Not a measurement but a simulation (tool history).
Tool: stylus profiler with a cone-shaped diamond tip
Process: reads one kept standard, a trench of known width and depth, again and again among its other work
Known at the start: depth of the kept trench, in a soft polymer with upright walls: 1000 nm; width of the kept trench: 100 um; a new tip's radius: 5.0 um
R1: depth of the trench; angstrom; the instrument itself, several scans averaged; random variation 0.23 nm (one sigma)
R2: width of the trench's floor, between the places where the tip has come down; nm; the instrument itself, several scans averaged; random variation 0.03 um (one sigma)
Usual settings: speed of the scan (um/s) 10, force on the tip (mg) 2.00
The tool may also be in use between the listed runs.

{"run": 1, "hour": 0.0, "speed of the scan (um/s)": 10, "force on the tip (mg)": 2.0, "R1": 10182.3, "R2": 91880}
{"run": 2, "hour": 55.4, "speed of the scan (um/s)": 3, "force on the tip (mg)": 2.0, "R1": 10180.9, "R2": 91830}
{"run": 3, "hour": 89.8, "speed of the scan (um/s)": 3, "force on the tip (mg)": 2.0, "R1": 10184.2, "R2": 91830}
{"run": 4, "hour": 147.9, "speed of the scan (um/s)": 3, "force on the tip (mg)": 2.0, "R1": 10178.4, "R2": 91790}
{"run": 5, "hour": 185.3, "speed of the scan (um/s)": 3, "force on the tip (mg)": 1.05, "R1": 10135.7, "R2": 91720}
{"run": 6, "hour": 242.4, "speed of the scan (um/s)": 3, "force on the tip (mg)": 1.05, "R1": 10142.4, "R2": 91650}
{"run": 7, "hour": 275.2, "speed of the scan (um/s)": 29, "force on the tip (mg)": 2.93, "R1": 10221.8, "R2": 91480}
{"run": 8, "hour": 319.0, "speed of the scan (um/s)": 29, "force on the tip (mg)": 2.93, "R1": 10225.9, "R2": 91420}
{"run": 9, "hour": 365.0, "speed of the scan (um/s)": 29, "force on the tip (mg)": 0.71, "R1": 10120.9, "R2": 91220}

Forecast run 10:
{"run": 10, "hour": 390.8, "speed of the scan (um/s)": 29, "force on the tip (mg)": 0.71, "R1": "?", "R2": "?"}

{"run 10": {"R1": 10124.0, "R2": 91180}}
Without the tool's hidden state the same run would have given R1 10067.0 angstrom, R2 93620 nm.
